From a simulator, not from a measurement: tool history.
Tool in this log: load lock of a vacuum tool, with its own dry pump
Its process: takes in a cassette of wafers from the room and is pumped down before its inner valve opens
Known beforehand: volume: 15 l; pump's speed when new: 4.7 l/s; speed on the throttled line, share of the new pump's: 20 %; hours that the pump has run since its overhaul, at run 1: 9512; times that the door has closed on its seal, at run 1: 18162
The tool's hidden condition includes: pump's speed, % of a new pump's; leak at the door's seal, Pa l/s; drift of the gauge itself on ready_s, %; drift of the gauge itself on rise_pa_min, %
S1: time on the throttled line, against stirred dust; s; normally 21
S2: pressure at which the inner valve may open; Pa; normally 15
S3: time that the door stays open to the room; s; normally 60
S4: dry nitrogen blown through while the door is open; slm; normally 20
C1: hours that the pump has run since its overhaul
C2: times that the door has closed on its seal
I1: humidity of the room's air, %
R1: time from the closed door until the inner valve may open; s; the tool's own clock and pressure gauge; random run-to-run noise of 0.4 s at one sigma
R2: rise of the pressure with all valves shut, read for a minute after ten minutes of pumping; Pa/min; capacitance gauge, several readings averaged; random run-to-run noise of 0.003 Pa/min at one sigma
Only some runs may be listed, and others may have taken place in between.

run 1 day=0 | S1=21 S2=15 S3=60 S4=20 | C1=9512 C2=18162 | I1=44 | R1=51.3 R2=0.224
run 2 day=11.333 | S1=21 S2=15 S3=60 S4=20 | C1=9784 C2=18518 | I1=45.9 | R1=51.7 R2=0.231
run 3 day=19.404 | S1=21 S2=15 S3=60 S4=20 | C1=9978 C2=18772 | I1=46.7 | R1=50.8 R2=0.235
run 4 day=28.05 | S1=21 S2=15 S3=44 S4=20 | C1=10185 C2=19044 | I1=43.7 | R1=51.1 R2=0.241
run 5 day=36.567 | S1=21 S2=15 S3=44 S4=20 | C1=10390 C2=19312 | I1=45.6 | R1=52.8 R2=0.243
run 6 day=45.721 | S1=21 S2=15 S3=44 S4=20 | C1=10609 C2=19600 | I1=43.8 | R1=51.7 R2=0.24
run 7 day=54.346 | S1=21 S2=15 S3=44 S4=20 | C1=10816 C2=19871 | I1=42.4 | R1=52.4 R2=0.247
run 8 day=61.55 | S1=21 S2=11 S3=60 S4=20 | C1=10989 C2=20098 | I1=46.6 | R1=54 R2=0.253
run 9 day=70.646 | S1=21 S2=15 S3=60 S4=20 | C1=11208 C2=20384 | I1=46.1 | R1=53.4 R2=0.264
run 10 day=78.392 | S1=21 S2=15 S3=60 S4=20 | C1=11394 C2=20628 | I1=44.7 | R1=52.3 R2=0.26
run 11 day=83.288 | S1=21 S2=15 S3=60 S4=20 | C1=11511 C2=20782 | I1=46.1 | R1=52.7 R2=0.264
run 12 day=91.817 | S1=21 S2=15 S3=60 S4=20 | C1=11716 C2=21050 | I1=45.5 | R1=52.5 R2=0.274
run 13 day=98.192 | S1=21 S2=15 S3=60 S4=20 | C1=11869 C2=21251 | I1=41.6 | R1=52.6 R2=0.268
run 14 day=110.1 | S1=31 S2=15 S3=60 S4=20 | C1=12154 C2=21625 | I1=46.2 | R1=60.1 R2=0.28
run 15 day=118.042 | S1=31 S2=15 S3=60 S4=20 | C1=12345 C2=21875 | I1=44.8 | R1=61.1 R2=0.295
-- day=126.004 dry pump taken out, an overhauled one fitted
run 16 day=129.35 | S1=21 S2=15 S3=60 S4=20 | C1=80 C2=22223 | I1=46.9 | R1=45.3 R2=0.29
run 17 day=140.321 | S1=23 S2=15 S3=60 S4=20 | C1=344 C2=22568 | I1=45.9 | R1=47.1 R2=0.294
run 18 day=151.458 | S1=23 S2=15 S3=60 S4=20 | C1=611 C2=22918 | I1=48.7 | R1=48.1 R2=0.313
run 19 day=162.112 | S1=23 S2=15 S3=60 S4=20 | C1=867 C2=23253 | I1=44 | R1=47.8 R2=0.309
run 20 day=170.471 | S1=23 S2=15 S3=60 S4=20 | C1=1067 C2=23516 | I1=47.9 | R1=47.5 R2=0.316
run 21 day=181.846 | S1=23 S2=15 S3=60 S4=20 | C1=1340 C2=23874 | I1=46.2 | R1=48.2 R2=0.326

Run 22 has not been measured yet. What should we expect?
run 22 day=191.471 | S1=21 S2=10 S3=60 S4=12 | C1=1571 C2=24177 | I1=45.3 | R1=? R2=?

Run 22 measured R1 47.8 s, R2 0.335 Pa/min.
Take away the tool's hidden state, keep the run-to-run variation as it was, and the same run would have given R1 46.8 s, R2 0.042 Pa/min.
